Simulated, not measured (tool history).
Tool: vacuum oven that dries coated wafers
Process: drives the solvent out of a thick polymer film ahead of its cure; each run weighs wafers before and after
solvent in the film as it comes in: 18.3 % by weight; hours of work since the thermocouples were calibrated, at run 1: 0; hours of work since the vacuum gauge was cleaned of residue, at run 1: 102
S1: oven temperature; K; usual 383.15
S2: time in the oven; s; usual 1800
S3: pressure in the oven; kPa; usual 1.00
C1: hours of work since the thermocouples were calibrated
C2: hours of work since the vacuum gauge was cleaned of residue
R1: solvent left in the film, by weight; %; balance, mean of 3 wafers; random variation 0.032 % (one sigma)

Run 1, hour 0.0: usual settings; C1 0; C2 102. Result: R1 4.53 %.
Run 2, hour 22.8: usual settings but S1 391.15 K; C1 10; C2 113. Result: R1 2.90 %.
Run 3, hour 41.1: usual settings but S1 391.15 K; C1 19; C2 121. Result: R1 3.00 %.
Run 4, hour 73.1: usual settings but S3 0.52 kPa; C1 33; C2 135. Result: R1 4.29 %.
Run 5, hour 98.8: usual settings but S1 378.15 K; C1 45; C2 147. Result: R1 5.61 %.
Run 6, hour 127.3: usual settings but S1 378.15 K; C1 57; C2 160. Result: R1 5.62 %.
Run 7, hour 150.0: usual settings but S1 387.15 K; C1 68; C2 170. Result: R1 3.72 %.
Run 8, hour 186.0: usual settings but S1 387.15 K; C1 84; C2 186. Result: R1 3.61 %.
Run 9, hour 215.1: usual settings but S3 2.81 kPa; C1 97; C2 199. Result: R1 5.32 %.
Run 10, hour 238.2: usual settings; C1 108; C2 210. Result: R1 4.53 %.
Run 11, hour 262.9: usual settings but S1 371.15 K; C1 119; C2 221. Result: R1 7.17 %.
Run 12, hour 280.2: usual settings but S3 2.99 kPa; C1 127; C2 229. Result: R1 5.34 %.
Run 13, hour 301.9: usual settings but S3 2.99 kPa; C1 136; C2 239. Result: R1 5.39 %.
Run 14, hour 326.4: usual settings but S3 2.99 kPa; C1 147; C2 250. Result: R1 5.36 %.
Run 15, hour 342.7: usual settings but S3 0.63 kPa; C1 155; C2 257. Result: R1 4.35 %.
Run 16, hour 368.8: usual settings but S2 1380 s; C1 166; C2 269. Result: R1 5.86 %.
Run 17, hour 403.8: usual settings but S2 1380 s; C1 182; C2 285. Result: R1 5.88 %.
Run 18, hour 434.6: usual settings but S1 389.15 K, S2 1380 s; C1 196; C2 298. Result: R1 4.53 %.
Run 19, hour 452.0: usual settings but S1 396.15 K, S2 1200 s, S3 2.93 kPa; C1 204; C2 306. Result: R1 4.46 %.
Run 20, hour 482.0: usual settings but S1 369.15 K, S2 1140 s, S3 3.68 kPa; C1 218; C2 320. Result: R1 10.93 %.
Run 21, hour 500.2: usual settings but S1 375.15 K, S2 1680 s, S3 1.31 kPa; C1 226; C2 328. Result: R1 6.82 %.
Run 22, hour 522.4: usual settings but S1 375.15 K, S2 1680 s, S3 1.31 kPa; C1 236; C2 338. Result: R1 6.80 %.
Run 23, hour 544.7: usual settings but S2 1320 s, S3 2.14 kPa; C1 246; C2 348. Result: R1 6.47 %.
Run 24, hour 563.4: usual settings but S1 393.15 K, S3 2.66 kPa; C1 254; C2 357. Result: R1 3.12 %.
Run 25, hour 590.6: usual settings but S1 393.15 K, S3 2.66 kPa; C1 267; C2 369. Result: R1 3.17 %.
Run 26, hour 623.0: usual settings but S1 390.15 K, S3 2.93 kPa; C1 281; C2 383. Result: R1 3.82 %.
Run 27, hour 648.0: usual settings but S1 398.15 K, S2 1320 s, S3 1.56 kPa; C1 293; C2 395. Result: R1 3.14 %.

5 ways to go on from here, each from the tool as it stands after run 27. What would each give?
Run A, hour 663.4: usual settings but S1 398.15 K; C1 299; C2 402. Result: R1 ?.
Run B, hour 663.4: usual settings but S2 1080 s; C1 299; C2 402. Result: R1 ?.
Run C, hour 663.4: usual settings but S1 389.15 K, S2 960 s, S3 0.64 kPa; C1 299; C2 402. Result: R1 ?.
Run D, hour 663.4: usual settings but S1 375.15 K, S2 1320 s, S3 0.71 kPa; C1 299; C2 402. Result: R1 ?.
Run E, hour 663.4: usual settings but S1 376.15 K, S2 1140 s; C1 299; C2 402. Result: R1 ?.

run    R1
  A  1.83
  B  7.06
  C  6.35
  D  7.66
  E  8.38
Without the tool's hidden state the same runs would have given:
run    R1
  A  1.88
  B  7.17
  C  6.46
  D  7.76
  E  8.48
